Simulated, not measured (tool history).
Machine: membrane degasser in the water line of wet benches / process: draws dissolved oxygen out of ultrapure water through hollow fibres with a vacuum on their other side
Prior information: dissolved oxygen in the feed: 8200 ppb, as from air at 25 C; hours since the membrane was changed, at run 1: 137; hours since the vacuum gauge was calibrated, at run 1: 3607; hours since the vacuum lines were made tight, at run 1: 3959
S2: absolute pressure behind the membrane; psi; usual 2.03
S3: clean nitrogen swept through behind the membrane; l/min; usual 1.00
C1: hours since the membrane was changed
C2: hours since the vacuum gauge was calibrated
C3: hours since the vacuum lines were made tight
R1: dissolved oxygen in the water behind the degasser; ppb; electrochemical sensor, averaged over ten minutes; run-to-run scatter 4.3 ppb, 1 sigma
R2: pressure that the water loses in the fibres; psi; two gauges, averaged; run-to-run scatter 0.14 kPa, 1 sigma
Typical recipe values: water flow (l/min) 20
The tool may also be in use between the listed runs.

run 1 hour=0.0 | water_flow_(l/min)=20 S2=2.03 S3=1.00 | C1=137 C2=3607 C3=3959 | R1=629.6 R2=3.938
run 2 hour=114.9 | water_flow_(l/min)=20 S2=2.03 S3=1.00 | C1=252 C2=3722 C3=4074 | R1=639.5 R2=3.931
run 3 hour=232.3 | water_flow_(l/min)=20 S2=2.03 S3=2.74 | C1=369 C2=3839 C3=4191 | R1=358.9 R2=3.920
run 4 hour=337.5 | water_flow_(l/min)=20 S2=2.03 S3=1.00 | C1=475 C2=3945 C3=4296 | R1=631.0 R2=3.955
run 5 hour=438.0 | water_flow_(l/min)=20 S2=2.03 S3=1.00 | C1=575 C2=4045 C3=4397 | R1=636.1 R2=3.913
run 6 hour=536.2 | water_flow_(l/min)=20 S2=2.03 S3=1.00 | C1=673 C2=4143 C3=4495 | R1=640.0 R2=3.939
run 7 hour=606.8 | water_flow_(l/min)=20 S2=2.03 S3=1.00 | C1=744 C2=4214 C3=4566 | R1=637.3 R2=3.928
run 8 hour=726.7 | water_flow_(l/min)=28 S2=2.03 S3=1.00 | C1=864 C2=4334 C3=4686 | R1=885.5 R2=5.552
run 9 hour=781.1 | water_flow_(l/min)=28 S2=2.03 S3=1.00 | C1=918 C2=4388 C3=4740 | R1=891.7 R2=5.519
run 10 hour=863.8 | water_flow_(l/min)=28 S2=2.03 S3=1.00 | C1=1001 C2=4471 C3=4823 | R1=894.5 R2=5.507
run 11 hour=982.8 | water_flow_(l/min)=28 S2=2.03 S3=0.47 | C1=1120 C2=4590 C3=4942 | R1=1340.8 R2=5.539
run 12 hour=1081.3 | water_flow_(l/min)=28 S2=1.81 S3=0.47 | C1=1218 C2=4688 C3=5040 | R1=1203.3 R2=5.564
run 13 hour=1180.6 | water_flow_(l/min)=28 S2=1.81 S3=0.47 | C1=1318 C2=4788 C3=5140 | R1=1197.4 R2=5.596
run 14 hour=1254.7 | water_flow_(l/min)=28 S2=1.81 S3=0.47 | C1=1392 C2=4862 C3=5214 | R1=1197.9 R2=5.553
run 15 hour=1335.2 | water_flow_(l/min)=28 S2=1.81 S3=0.47 | C1=1472 C2=4942 C3=5294 | R1=1198.4 R2=5.556
run 16 hour=1450.8 | water_flow_(l/min)=28 S2=1.81 S3=0.47 | C1=1588 C2=5058 C3=5410 | R1=1198.6 R2=5.529
run 17 hour=1521.1 | water_flow_(l/min)=28 S2=1.81 S3=0.47 | C1=1658 C2=5128 C3=5480 | R1=1215.2 R2=5.571
run 18 hour=1574.7 | water_flow_(l/min)=14 S2=4.80 S3=2.60 | C1=1712 C2=5182 C3=5534 | R1=487.1 R2=2.777
run 19 hour=1674.2 | water_flow_(l/min)=20 S2=2.03 S3=2.01 | C1=1811 C2=5281 C3=5633 | R1=431.3 R2=3.987
run 20 hour=1793.2 | water_flow_(l/min)=25 S2=2.52 S3=2.01 | C1=1930 C2=5400 C3=5752 | R1=648.1 R2=5.004
run 21 hour=1890.6 | water_flow_(l/min)=25 S2=2.52 S3=2.01 | C1=2028 C2=5498 C3=5850 | R1=651.4 R2=4.975
run 22 hour=1994.1 | water_flow_(l/min)=16 S2=2.63 S3=1.31 | C1=2131 C2=5601 C3=5953 | R1=554.1 R2=3.224
run 23 hour=2095.8 | water_flow_(l/min)=16 S2=2.63 S3=1.31 | C1=2233 C2=5703 C3=6055 | R1=558.1 R2=3.191
run 24 hour=2186.2 | water_flow_(l/min)=16 S2=2.63 S3=1.31 | C1=2323 C2=5793 C3=6145 | R1=552.2 R2=3.218
-- hour=2251.4 seals of the vacuum lines changed
run 25 hour=2267.5 | water_flow_(l/min)=16 S2=1.51 S3=1.67 | C1=2403 C2=5873 C3=16 | R1=293.0 R2=3.176
run 26 hour=2358.6 | water_flow_(l/min)=16 S2=1.51 S3=1.67 | C1=2494 C2=5964 C3=107 | R1=293.1 R2=3.184
run 27 hour=2437.1 | water_flow_(l/min)=31 S2=1.31 S3=0.67 | C1=2572 C2=6042 C3=186 | R1=864.5 R2=6.247
run 28 hour=2525.6 | water_flow_(l/min)=31 S2=1.31 S3=0.67 | C1=2661 C2=6131 C3=274 | R1=869.3 R2=6.235
run 29 hour=2587.1 | water_flow_(l/min)=13 S2=2.07 S3=1.15 | C1=2722 C2=6192 C3=336 | R1=380.5 R2=2.606
run 30 hour=2694.2 | water_flow_(l/min)=13 S2=1.39 S3=1.98 | C1=2829 C2=6299 C3=443 | R1=191.0 R2=2.590
run 31 hour=2787.3 | water_flow_(l/min)=13 S2=1.39 S3=1.98 | C1=2923 C2=6393 C3=536 | R1=193.3 R2=2.630
run 32 hour=2846.2 | water_flow_(l/min)=20 S2=1.99 S3=1.00 | C1=2981 C2=6451 C3=595 | R1=641.2 R2=4.041

Across each entry between runs, compare the hidden state at the last listed run before it with the hidden state at the first listed run after it:
Runs 24 to 25: seals of the vacuum lines changed (hour 2251.4)
  membrane still open, %: 97.5 -> 97.4; air that leaks in behind the membrane, l/min: 0.037 -> 0.0039
  difference, measured minus the result without the unlogged condition, R1: +45.9 -> +25.4 ppb; R2: +0.081 -> +0.084 psi
